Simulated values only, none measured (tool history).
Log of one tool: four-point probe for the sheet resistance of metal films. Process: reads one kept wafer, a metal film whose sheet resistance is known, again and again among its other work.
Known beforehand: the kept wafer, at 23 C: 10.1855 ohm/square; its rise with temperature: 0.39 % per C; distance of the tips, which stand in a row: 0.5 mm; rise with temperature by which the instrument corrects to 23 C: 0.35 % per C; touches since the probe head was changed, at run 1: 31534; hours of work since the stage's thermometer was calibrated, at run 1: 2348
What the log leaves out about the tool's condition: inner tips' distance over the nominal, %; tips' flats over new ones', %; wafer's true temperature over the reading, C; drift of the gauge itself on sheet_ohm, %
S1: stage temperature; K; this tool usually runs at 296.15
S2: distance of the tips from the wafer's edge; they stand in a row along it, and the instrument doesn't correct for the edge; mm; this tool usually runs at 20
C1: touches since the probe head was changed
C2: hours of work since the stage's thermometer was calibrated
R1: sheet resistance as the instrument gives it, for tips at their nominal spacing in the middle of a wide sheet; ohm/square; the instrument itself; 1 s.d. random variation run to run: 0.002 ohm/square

Run 1, day 0.000: usual settings; C1 31534; C2 2348. Result: R1 10.189286 ohm/square.
Run 2, day 2.300: usual settings but S2 12 mm; C1 32857; C2 2375. Result: R1 10.195397 ohm/square.
Run 3, day 4.004: usual settings but S2 12 mm; C1 33834; C2 2395. Result: R1 10.196441 ohm/square.
Run 4, day 5.900: usual settings but S2 12 mm; C1 34924; C2 2418. Result: R1 10.196930 ohm/square.
Run 5, day 7.479: usual settings but S2 25 mm; C1 35831; C2 2436. Result: R1 10.189782 ohm/square.
Run 6, day 9.521: usual settings but S2 25 mm; C1 37005; C2 2460. Result: R1 10.187830 ohm/square.
Run 7, day 11.458: usual settings but S2 25 mm; C1 38118; C2 2483. Result: R1 10.187109 ohm/square.
Run 8, day 13.333: usual settings but S2 25 mm; C1 39196; C2 2505. Result: R1 10.190916 ohm/square.
Run 9, day 15.625: usual settings but S2 7 mm; C1 40513; C2 2532. Result: R1 10.212194 ohm/square.
Run 10, day 17.292: usual settings but S2 3 mm; C1 41470; C2 2552. Result: R1 10.337341 ohm/square.
Run 11, day 18.258: usual settings; C1 42024; C2 2563. Result: R1 10.186271 ohm/square.
Run 12, day 20.454: usual settings; C1 43286; C2 2589. Result: R1 10.191971 ohm/square.
Run 13, day 22.746: usual settings; C1 44604; C2 2616. Result: R1 10.188864 ohm/square.
Run 14, day 24.517: usual settings; C1 45621; C2 2637. Result: R1 10.189443 ohm/square.
Run 15, day 26.021: usual settings but S2 6 mm; C1 46484; C2 2655. Result: R1 10.220831 ohm/square.
Run 16, day 27.671: usual settings but S2 6 mm; C1 47433; C2 2675. Result: R1 10.225726 ohm/square.
Run 17, day 29.225: usual settings but S2 6 mm; C1 48325; C2 2693. Result: R1 10.223351 ohm/square.
Run 18, day 31.529: usual settings but S2 30 mm; C1 49649; C2 2720. Result: R1 10.183214 ohm/square.
Run 19, day 33.621: usual settings but S1 301.15 K, S2 73 mm; C1 50851; C2 2745. Result: R1 10.202684 ohm/square.
Run 20, day 34.979: usual settings but S1 292.15 K, S2 16 mm; C1 51632; C2 2761. Result: R1 10.180253 ohm/square.
Run 21, day 36.600: usual settings but S1 298.15 K, S2 68 mm; C1 52563; C2 2780. Result: R1 10.191513 ohm/square.
Run 22, day 37.867: usual settings but S1 291.15 K, S2 15 mm; C1 53290; C2 2795. Result: R1 10.176788 ohm/square.
Run 23, day 38.996: usual settings but S1 306.15 K, S2 3 mm; C1 53939; C2 2808. Result: R1 10.368671 ohm/square.
Run 24, day 41.042: usual settings but S1 295.15 K; C1 55116; C2 2832. Result: R1 10.184812 ohm/square.
Run 25, day 43.304: usual settings but S1 295.15 K; C1 56416; C2 2859. Result: R1 10.184471 ohm/square.
Run 26, day 44.738: usual settings but S1 304.15 K, S2 73 mm; C1 57238; C2 2876. Result: R1 10.214475 ohm/square.
Run 27, day 46.254: usual settings but S1 304.15 K, S2 73 mm; C1 58109; C2 2894. Result: R1 10.215195 ohm/square.
Run 28, day 48.571: usual settings but S1 304.15 K, S2 31 mm; C1 59441; C2 2921. Result: R1 10.212651 ohm/square.
Run 29, day 49.671: usual settings but S1 307.15 K, S2 5 mm; C1 60074; C2 2934. Result: R1 10.277153 ohm/square.
At day 50.058: stage's thermometer calibrated.
Run 30, day 51.721: usual settings but S1 307.15 K, S2 14 mm; C1 61239; C2 20. Result: R1 10.229506 ohm/square.
Run 31, day 53.662: usual settings but S1 307.15 K, S2 14 mm; C1 62355; C2 43. Result: R1 10.228336 ohm/square.

Below are 4 alternative next runs, each starting from the tool's condition after run 31. Predict each:
Run A, day 55.433: usual settings but S2 51 mm; C1 63371; C2 63. Result: R1 ?.
Run B, day 55.433: usual settings but S1 295.15 K, S2 14 mm; C1 63371; C2 63. Result: R1 ?.
Run C, day 55.433: usual settings but S1 300.15 K, S2 5 mm; C1 63371; C2 63. Result: R1 ?.
Run D, day 55.433: usual settings but S1 292.15 K, S2 3 mm; C1 63371; C2 63. Result: R1 ?.

run         R1
  A  10.185129
  B  10.193170
  C  10.251579
  D  10.321695
With no hidden state in the tool, these same runs would have given:
run         R1
  A  10.185195
  B  10.193236
  C  10.251644
  D  10.321763
